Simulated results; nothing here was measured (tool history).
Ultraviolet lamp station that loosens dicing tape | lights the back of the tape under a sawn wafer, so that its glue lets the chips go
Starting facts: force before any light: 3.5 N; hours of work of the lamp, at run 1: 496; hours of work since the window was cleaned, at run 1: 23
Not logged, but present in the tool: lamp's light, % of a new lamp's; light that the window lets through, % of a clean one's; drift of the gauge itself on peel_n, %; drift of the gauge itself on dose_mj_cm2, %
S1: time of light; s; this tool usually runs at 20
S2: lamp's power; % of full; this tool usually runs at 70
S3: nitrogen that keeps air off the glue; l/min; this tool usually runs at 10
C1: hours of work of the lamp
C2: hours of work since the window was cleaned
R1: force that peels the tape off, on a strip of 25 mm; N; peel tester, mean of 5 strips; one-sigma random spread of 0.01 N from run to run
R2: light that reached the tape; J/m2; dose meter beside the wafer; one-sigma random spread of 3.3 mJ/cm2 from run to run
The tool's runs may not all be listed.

{"run": 1, "hour": 0.0, "S1": 20, "S2": 70, "S3": 10, "C1": 496, "C2": 23, "R1": 0.594, "R2": 4320}
{"run": 2, "hour": 15.2, "S1": 20, "S2": 70, "S3": 10, "C1": 506, "C2": 33, "R1": 0.615, "R2": 4210}
{"run": 3, "hour": 39.8, "S1": 20, "S2": 70, "S3": 10, "C1": 522, "C2": 49, "R1": 0.604, "R2": 4220}
{"run": 4, "hour": 57.3, "S1": 20, "S2": 70, "S3": 20, "C1": 534, "C2": 61, "R1": 0.435, "R2": 4260}
{"run": 5, "hour": 77.6, "S1": 20, "S2": 70, "S3": 20, "C1": 547, "C2": 74, "R1": 0.441, "R2": 4210}
{"run": 6, "hour": 106.9, "S1": 22, "S2": 70, "S3": 20, "C1": 567, "C2": 94, "R1": 0.396, "R2": 4520}
{"run": 7, "hour": 127.8, "S1": 22, "S2": 70, "S3": 20, "C1": 581, "C2": 108, "R1": 0.404, "R2": 4500}
{"run": 8, "hour": 145.6, "S1": 22, "S2": 70, "S3": 20, "C1": 593, "C2": 119, "R1": 0.379, "R2": 4440}
{"run": 9, "hour": 165.3, "S1": 20, "S2": 70, "S3": 10, "C1": 606, "C2": 133, "R1": 0.699, "R2": 3980}
{"run": 10, "hour": 178.3, "S1": 20, "S2": 63, "S3": 10, "C1": 614, "C2": 141, "R1": 0.791, "R2": 3540}
{"run": 11, "hour": 191.6, "S1": 20, "S2": 70, "S3": 18, "C1": 623, "C2": 150, "R1": 0.525, "R2": 3960}
{"run": 12, "hour": 220.2, "S1": 26, "S2": 70, "S3": 12, "C1": 642, "C2": 169, "R1": 0.427, "R2": 5020}
{"run": 13, "hour": 238.4, "S1": 26, "S2": 70, "S3": 12, "C1": 654, "C2": 181, "R1": 0.405, "R2": 5030}
{"run": 14, "hour": 262.6, "S1": 24, "S2": 97, "S3": 9, "C1": 670, "C2": 197, "R1": 0.319, "R2": 6350}
{"run": 15, "hour": 292.3, "S1": 11, "S2": 81, "S3": 18, "C1": 690, "C2": 217, "R1": 1.121, "R2": 2380}
{"run": 16, "hour": 315.7, "S1": 11, "S2": 81, "S3": 18, "C1": 706, "C2": 233, "R1": 1.059, "R2": 2360}
{"run": 17, "hour": 336.6, "S1": 11, "S2": 81, "S3": 10, "C1": 720, "C2": 247, "R1": 1.299, "R2": 2360}

Difference, measured minus no-hidden-state, one row per run. Run-to-run variation is common to both terms; the gauge's own scatter need not be:
run=1 R1=+0.173 R2=-910
run=2 R1=+0.184 R2=-930
run=3 R1=+0.187 R2=-980
run=4 R1=+0.156 R2=-1020
run=5 R1=+0.164 R2=-1050
run=6 R1=+0.154 R2=-1210
run=7 R1=+0.164 R2=-1250
run=8 R1=+0.161 R2=-1280
run=9 R1=+0.256 R2=-1210
run=10 R1=+0.276 R2=-1100
run=11 R1=+0.218 R2=-1260
run=12 R1=+0.198 R2=-1690
run=13 R1=+0.188 R2=-1740
run=14 R1=+0.157 R2=-2290
run=15 R1=+0.394 R2=-900
run=16 R1=+0.379 R2=-950
run=17 R1=+0.418 R2=-970
